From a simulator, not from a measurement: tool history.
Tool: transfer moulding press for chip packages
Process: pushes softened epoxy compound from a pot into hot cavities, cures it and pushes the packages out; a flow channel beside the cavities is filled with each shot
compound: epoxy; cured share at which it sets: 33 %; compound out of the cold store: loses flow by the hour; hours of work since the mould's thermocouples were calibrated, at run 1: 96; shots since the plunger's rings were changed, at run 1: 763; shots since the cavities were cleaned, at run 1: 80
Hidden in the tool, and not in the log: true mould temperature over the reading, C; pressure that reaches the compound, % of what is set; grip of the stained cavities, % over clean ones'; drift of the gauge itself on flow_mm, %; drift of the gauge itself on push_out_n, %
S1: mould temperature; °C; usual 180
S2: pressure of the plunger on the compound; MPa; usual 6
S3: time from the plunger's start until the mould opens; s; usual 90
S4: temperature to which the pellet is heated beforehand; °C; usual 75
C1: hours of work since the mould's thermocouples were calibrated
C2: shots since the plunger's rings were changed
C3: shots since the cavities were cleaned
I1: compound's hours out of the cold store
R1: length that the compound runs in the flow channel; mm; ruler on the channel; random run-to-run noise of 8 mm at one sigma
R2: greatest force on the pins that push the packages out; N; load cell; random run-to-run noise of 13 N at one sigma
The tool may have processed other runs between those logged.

run 1 day=0 | S1=180 S2=6 S3=90 S4=75 | C1=96 C2=763 C3=80 | I1=33.7 | R1=873 R2=595
run 2 day=0.496 | S1=180 S2=6 S3=90 S4=75 | C1=103 C2=894 C3=211 | I1=32.7 | R1=870 R2=593
run 3 day=0.829 | S1=180 S2=6 S3=103 S4=75 | C1=108 C2=983 C3=300 | I1=20.3 | R1=920 R2=492
run 4 day=1.104 | S1=180 S2=6 S3=90 S4=75 | C1=112 C2=1056 C3=373 | I1=38.7 | R1=862 R2=587
run 5 day=1.488 | S1=180 S2=6 S3=90 S4=75 | C1=117 C2=1157 C3=474 | I1=12.1 | R1=927 R2=639
-- day=1.846 cavities cleaned with cleaning compound and waxed
run 6 day=1.983 | S1=180 S2=6 S3=90 S4=75 | C1=123 C2=1271 C3=36 | I1=12.7 | R1=931 R2=645
run 7 day=2.304 | S1=180 S2=6 S3=70 S4=75 | C1=128 C2=1356 C3=121 | I1=46.1 | R1=841 R2=1032
run 8 day=2.583 | S1=180 S2=6 S3=70 S4=75 | C1=132 C2=1430 C3=195 | I1=44.6 | R1=854 R2=1023
run 9 day=2.879 | S1=180 S2=6 S3=70 S4=75 | C1=136 C2=1509 C3=274 | I1=11.3 | R1=936 R2=1128
run 10 day=3.467 | S1=180 S2=6 S3=90 S4=79 | C1=144 C2=1665 C3=430 | I1=39.9 | R1=870 R2=597
run 11 day=3.725 | S1=180 S2=6 S3=90 S4=84 | C1=148 C2=1733 C3=498 | I1=31.4 | R1=881 R2=595
-- day=3.979 cavities cleaned with cleaning compound and waxed
run 12 day=4.296 | S1=176 S2=6.91 S3=115 S4=72 | C1=155 C2=1868 C3=84 | I1=12 | R1=1040 R2=518
run 13 day=4.817 | S1=174 S2=6 S3=94 S4=73 | C1=162 C2=2005 C3=221 | I1=17.7 | R1=945 R2=911
run 14 day=5.212 | S1=182 S2=6 S3=107 S4=75 | C1=168 C2=2111 C3=327 | I1=14.8 | R1=912 R2=462
run 15 day=5.538 | S1=182 S2=6 S3=107 S4=75 | C1=172 C2=2197 C3=413 | I1=31.9 | R1=874 R2=460
run 16 day=5.829 | S1=175 S2=6.85 S3=123 S4=69 | C1=176 C2=2273 C3=489 | I1=8.4 | R1=1027 R2=485
-- day=6.142 cavities cleaned with cleaning compound and waxed
run 17 day=6.304 | S1=180 S2=6 S3=99 S4=75 | C1=182 C2=2383 C3=43 | I1=22.4 | R1=910 R2=537
run 18 day=6.717 | S1=180 S2=6 S3=99 S4=75 | C1=188 C2=2492 C3=152 | I1=16.9 | R1=924 R2=509
run 19 day=7.325 | S1=180 S2=5.71 S3=99 S4=65 | C1=197 C2=2653 C3=313 | I1=47 | R1=816 R2=509

Predict the results of run 20:
run 20 day=7.862 | S1=180 S2=5.71 S3=82 S4=65 | C1=204 C2=2795 C3=455 | I1=23.3 | R1=? R2=?

Run 20 yielded R1 874 mm, R2 742 N.
Were there no unlogged condition in the tool, this run, its random variation unchanged, would have produced R1 876 mm, R2 735 N.

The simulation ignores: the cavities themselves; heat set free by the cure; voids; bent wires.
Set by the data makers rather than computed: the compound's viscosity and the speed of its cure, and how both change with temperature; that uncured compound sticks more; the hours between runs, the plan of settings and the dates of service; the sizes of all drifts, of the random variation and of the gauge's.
